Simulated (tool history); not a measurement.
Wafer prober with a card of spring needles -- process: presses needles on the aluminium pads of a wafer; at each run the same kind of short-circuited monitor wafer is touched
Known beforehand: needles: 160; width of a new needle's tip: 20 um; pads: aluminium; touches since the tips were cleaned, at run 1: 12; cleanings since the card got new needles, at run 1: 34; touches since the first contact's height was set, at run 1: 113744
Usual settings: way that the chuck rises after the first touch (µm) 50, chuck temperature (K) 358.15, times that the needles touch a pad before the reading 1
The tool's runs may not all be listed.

run	hour	way that the chuck rises after the first touch (µm)	chuck temperature (K)	times that the needles touch a pad before the reading	touches since the tips were cleaned	cleanings since the card got new needles	touches since the first contact's height was set	resistance of one needle with its contact and lead (mohm)	way that a needle slides on the pad (µm)
1	0	50	358.15	1	12	34	113744	233	6.19
2	25.1	66	358.15	1	3995	34	117727	259	8.27
# hour 41.8: tips cleaned on abrasive film
3	50.8	50	299.15	1	1418	35	121772	246	6.23
# hour 81.8: tips cleaned on abrasive film
# hour 93.2: height of the first contact set anew
4	97.2	50	299.15	1	2391	36	632	264	6.41
# hour 122.9: tips cleaned on abrasive film
5	130.6	50	299.15	1	1217	37	5903	243	6.36
# hour 163.8: tips cleaned on abrasive film
6	172.5	40	358.15	1	1379	38	12527	283	5.13
# hour 205.9: tips cleaned on abrasive film
7	210.6	40	358.15	1	749	39	18547	270	5.08
# hour 248.7: tips cleaned on abrasive film
8	252.4	40	358.15	1	577	40	25157	262	5.07
9	276.9	40	358.15	1	4466	40	29046	355	5.12
# hour 292.6: tips cleaned on abrasive film
10	328.5	50	358.15	1	5685	41	37202	312	6.37
# hour 332.9: tips cleaned on abrasive film
11	360.7	50	358.15	1	4413	42	42292	302	6.32
# hour 374.7: tips cleaned on abrasive film
12	382	50	358.15	1	1151	43	45650	254	6.33
# hour 416.5: tips cleaned on abrasive film
13	427.8	50	331.15	1	1787	44	52895	258	6.3
# hour 458.4: tips cleaned on abrasive film
14	473	50	299.15	1	2322	45	60045	260	6.31
# hour 500.3: tips cleaned on abrasive film
15	504	31	358.15	1	584	46	64931	292	3.82
# hour 541.1: tips cleaned on abrasive film
16	551.8	31	358.15	1	1691	47	72489	347	3.84
# hour 582.9: tips cleaned on abrasive film
17	584.6	31	299.15	2	270	48	77671	242	3.82
# hour 625: tips cleaned on abrasive film
18	636.1	32	303.15	2	1758	49	85818	295	3.93
# hour 667.4: tips cleaned on abrasive film
19	683.7	34	303.15	2	2589	50	93350	299	4.15
20	704.6	58	303.15	2	5910	50	96671	247	7.26
# hour 711.5: tips cleaned on abrasive film
# hour 751.5: tips cleaned on abrasive film
21	751.6	63	326.15	3	26	52	104084	206	7.87
22	776.1	40	363.15	1	3903	52	107961	356	4.96
# hour 792.4: tips cleaned on abrasive film
23	806.1	50	313.15	1	2169	53	112701	275	6.22
24	829.5	52	358.15	2	5881	53	116413	282	6.45
# hour 834.6: tips cleaned on abrasive film
# hour 877.6: tips cleaned on abrasive film
25	881.2	42	305.15	1	568	55	124571	244	5.18
# hour 905.2: height of the first contact set anew
26	905.2	59	321.15	3	4325	55	0	230	7.55
# hour 920.9: tips cleaned on abrasive film
27	948.6	65	322.15	3	4394	56	6862	227	8.3
# hour 962.5: tips cleaned on abrasive film
28	979.7	65	322.15	3	2717	57	11766	218	8.29
# hour 1003.1: tips cleaned on abrasive film
29	1013.6	50	334.15	1	1670	58	17134	263	6.32
30	1037.6	50	334.15	1	5464	58	20928	319	6.38
# hour 1044: tips cleaned on abrasive film
31	1074.8	57	334.15	1	4883	59	26819	286	7.24
# hour 1084.7: tips cleaned on abrasive film
32	1110.2	50	352.15	3	4044	60	32402	254	6.3

Each row is a separate what-if for the run after 32, all from the same tool condition, not one after another. Results?
# hour 1125.4: tips cleaned on abrasive film
A	1153.5	50	305.15	3	4454	61	39252	?	?
# hour 1125.4: tips cleaned on abrasive film
B	1153.5	53	352.15	2	4454	61	39252	?	?
# hour 1125.4: tips cleaned on abrasive film
C	1153.5	70	315.15	2	4454	61	39252	?	?
# hour 1125.4: tips cleaned on abrasive film
D	1153.5	44	342.15	1	4454	61	39252	?	?
# hour 1125.4: tips cleaned on abrasive film
E	1153.5	50	326.15	1	4454	61	39252	?	?

run	resistance of one needle with its contact and lead (mohm)	way that a needle slides on the pad (µm)
A	237	6.34
B	263	6.68
C	232	8.94
D	336	5.55
E	306	6.27
Without the tool's unlogged condition, the same runs would have read:
run	resistance of one needle with its contact and lead (mohm)	way that a needle slides on the pad (µm)
A	200	6.4
B	213	6.74
C	200	9
D	217	5.61
E	210	6.33

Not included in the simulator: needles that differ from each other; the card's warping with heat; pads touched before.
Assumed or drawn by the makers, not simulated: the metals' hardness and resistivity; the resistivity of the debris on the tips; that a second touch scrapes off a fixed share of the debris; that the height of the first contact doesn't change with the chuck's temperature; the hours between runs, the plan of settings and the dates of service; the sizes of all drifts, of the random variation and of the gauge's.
